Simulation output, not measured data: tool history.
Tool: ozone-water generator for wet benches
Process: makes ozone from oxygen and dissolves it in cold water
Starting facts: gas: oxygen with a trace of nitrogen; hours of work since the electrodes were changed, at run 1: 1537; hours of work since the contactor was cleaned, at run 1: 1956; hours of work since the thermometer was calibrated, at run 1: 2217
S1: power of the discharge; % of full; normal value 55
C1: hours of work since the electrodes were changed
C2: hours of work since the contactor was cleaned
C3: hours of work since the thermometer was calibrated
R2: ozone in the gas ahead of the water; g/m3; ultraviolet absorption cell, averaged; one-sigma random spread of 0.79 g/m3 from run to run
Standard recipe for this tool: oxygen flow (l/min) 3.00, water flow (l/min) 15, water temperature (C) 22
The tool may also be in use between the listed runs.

Run 1, hour 0.0: usual settings; C1 1537; C2 1956; C3 2217. Result: dissolved ozone (ppm) 11.3, R2 118.9 g/m3.
Run 2, hour 54.9: usual settings; C1 1574; C2 1993; C3 2254. Result: dissolved ozone (ppm) 11.1, R2 118.2 g/m3.
Run 3, hour 84.1: usual settings but S1 83 % of full; C1 1594; C2 2012; C3 2274. Result: dissolved ozone (ppm) 14.3, R2 154.2 g/m3.
Run 4, hour 133.3: usual settings but S1 83 % of full; C1 1627; C2 2046; C3 2307. Result: dissolved ozone (ppm) 14.4, R2 152.6 g/m3.
Run 5, hour 175.4: usual settings but S1 83 % of full; C1 1656; C2 2074; C3 2335. Result: dissolved ozone (ppm) 14.3, R2 154.1 g/m3.
Run 6, hour 231.3: usual settings but oxygen flow (l/min) 3.20; C1 1693; C2 2112; C3 2373. Result: dissolved ozone (ppm) 11.3, R2 117.2 g/m3.
At hour 236.3: water thermometer calibrated.
Run 7, hour 288.8: usual settings but oxygen flow (l/min) 3.20; C1 1732; C2 2150; C3 35. Result: dissolved ozone (ppm) 11.4, R2 116.5 g/m3.
Run 8, hour 326.4: usual settings but oxygen flow (l/min) 3.20; C1 1757; C2 2176; C3 61. Result: dissolved ozone (ppm) 11.5, R2 116.8 g/m3.
At hour 366.2: water thermometer calibrated, once more.
Run 9, hour 367.7: usual settings but oxygen flow (l/min) 1.62, water flow (l/min) 11; C1 1785; C2 2203; C3 1. Result: dissolved ozone (ppm) 12.1, R2 144.0 g/m3.
Run 10, hour 412.2: usual settings but S1 79 % of full, water flow (l/min) 13; C1 1815; C2 2233; C3 31. Result: dissolved ozone (ppm) 15.8, R2 147.7 g/m3.
Run 11, hour 463.8: usual settings but S1 92 % of full, water flow (l/min) 17; C1 1850; C2 2268; C3 66. Result: dissolved ozone (ppm) 13.6, R2 163.2 g/m3.
Run 12, hour 512.1: usual settings but S1 92 % of full, water flow (l/min) 17; C1 1882; C2 2301; C3 98. Result: dissolved ozone (ppm) 13.4, R2 160.6 g/m3.
Run 13, hour 560.3: usual settings but S1 92 % of full, water flow (l/min) 17; C1 1915; C2 2333; C3 131. Result: dissolved ozone (ppm) 13.7, R2 162.9 g/m3.
Run 14, hour 617.6: usual settings but S1 66 % of full, oxygen flow (l/min) 2.28, water flow (l/min) 12; C1 1953; C2 2372; C3 170. Result: dissolved ozone (ppm) 13.9, R2 144.2 g/m3.
Run 15, hour 662.2: usual settings but water flow (l/min) 17, water temperature (C) 24; C1 1983; C2 2402; C3 200. Result: dissolved ozone (ppm) 9.7, R2 118.8 g/m3.
Run 16, hour 712.3: usual settings but water flow (l/min) 17, water temperature (C) 24; C1 2017; C2 2436; C3 233. Result: dissolved ozone (ppm) 9.6, R2 119.7 g/m3.

Each row is a separate what-if for the run after 16, all from the same tool condition, not one after another. Results?
Run A, hour 736.3: usual settings but oxygen flow (l/min) 4.08, water temperature (C) 28; C1 2033; C2 2452; C3 250. Result: dissolved ozone (ppm) ?, R2 ?.
Run B, hour 736.3: usual settings; C1 2033; C2 2452; C3 250. Result: dissolved ozone (ppm) ?, R2 ?.
Run C, hour 736.3: usual settings but water flow (l/min) 11, water temperature (C) 24; C1 2033; C2 2452; C3 250. Result: dissolved ozone (ppm) ?, R2 ?.
Run D, hour 736.3: usual settings but water flow (l/min) 17, water temperature (C) 16; C1 2033; C2 2452; C3 250. Result: dissolved ozone (ppm) ?, R2 ?.

run  dissolved ozone (ppm)     R2
  A                   10.8  107.0
  B                   11.2  118.3
  C                   13.8  118.2
  D                   10.5  118.2
With the hidden condition removed and each run's random variation left untouched, the same runs would have given:
run  dissolved ozone (ppm)     R2
  A                   11.4  111.3
  B                   11.9  123.1
  C                   14.6  123.0
  D                   11.1  123.1

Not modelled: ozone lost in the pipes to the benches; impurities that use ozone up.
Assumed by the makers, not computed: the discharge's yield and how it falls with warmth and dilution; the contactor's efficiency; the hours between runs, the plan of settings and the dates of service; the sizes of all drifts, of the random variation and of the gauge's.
